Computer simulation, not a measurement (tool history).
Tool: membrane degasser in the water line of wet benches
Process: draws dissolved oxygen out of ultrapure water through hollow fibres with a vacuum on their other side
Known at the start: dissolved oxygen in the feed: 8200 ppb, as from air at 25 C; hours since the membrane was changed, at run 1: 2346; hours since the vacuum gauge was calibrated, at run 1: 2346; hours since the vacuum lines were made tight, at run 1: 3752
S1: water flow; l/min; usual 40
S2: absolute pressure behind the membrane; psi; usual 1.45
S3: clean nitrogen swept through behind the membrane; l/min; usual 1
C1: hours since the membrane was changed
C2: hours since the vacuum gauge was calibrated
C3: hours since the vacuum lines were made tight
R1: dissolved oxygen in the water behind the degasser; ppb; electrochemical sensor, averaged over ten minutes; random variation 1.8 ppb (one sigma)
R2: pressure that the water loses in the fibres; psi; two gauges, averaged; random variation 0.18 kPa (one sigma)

run      day  S1    S2    S3    C1    C2    C3      R1     R2
  1        0  40  1.45     1  2346  2346  3752   532.4  6.186
  2    4.212  40  1.45     1  2447  2447  3853   527.6  6.184
        9.25  -- seals of the vacuum lines changed
  3   10.638  40  1.06     1  2599  2599    33   331.4  6.195
  4   13.788  40  1.73     1  2675  2675   109   666.7  6.211
  5   17.012  28  1.73     1  2752  2752   186   489.9  4.383
  6   20.133  28  1.73     1  2827  2827   261   492.1   4.36
  7   25.129  28  1.73     1  2947  2947   381   492.4  4.282
  8   28.683  28  1.73     1  3032  3032   466   492.3  4.287
  9   33.862  40  1.45  2.08  3156  3156   591   298.5   6.18
 10   40.267  40  1.45  2.08  3310  3310   744   295.4  6.167
 11   43.696  40  1.45  1.04  3393  3393   827   513.1   6.19
 12   49.967  40  1.45  1.04  3543  3543   977   510.3    6.2
 13   56.979  40  1.45  1.04  3711  3711  1145   513.9  6.189
 14   62.275  40  2.99     1  3838  3838  1273  1231.7  6.135
 15   67.158  39  2.99     1  3956  3956  1390    1210  5.984
 16   72.912  24  1.45     1  4094  4094  1528   338.6  3.704
 17     79.9  59  1.12  0.87  4261  4261  1696   583.9  9.095
 18   85.933  59  1.12  0.87  4406  4406  1840   581.8  9.136
 19   89.412  59  1.12  0.87  4490  4490  1924   580.2  9.092
 20   94.679  27   2.9  0.87  4616  4616  2050   977.1  4.183
 21   98.308  25  2.26  0.51  4703  4703  2137  1037.2  3.862
     104.292  -- vacuum gauge calibrated
 22    104.4  40  2.65  1.26  4849     3  2283   906.6  6.212
 23   108.25  44  2.93  0.43  4941    95  2375  2168.1  6.821
 24  113.046  42  1.42   1.2  5056   210  2491   463.1  6.477
 25  117.629  42  1.42   1.2  5166   320  2601   465.4  6.532
 26  122.525  42  1.42  0.87  5284   438  2718   590.2  6.532
 27  126.417  42  1.49  0.65  5377   531  2811   770.3  6.509
 28  132.104  42  1.49  0.65  5514   668  2948   771.9  6.431
 29  135.171  42  1.49  0.65  5587   741  3022   769.7  6.506
 30  142.192  37  1.49  1.49  5756   910  3190   372.4  5.714
 31    145.5  40  2.42  1.35  5835   989  3270   778.4   6.16

Forecast run 32:
 32  151.112  40  1.45  1.61  5970  1124  3404   ?   ?

R1: 361.4 ppb
R2: 6.192 psi
Without the tool's hidden state the same run would have given R1 367 ppb, R2 6.189 psi.
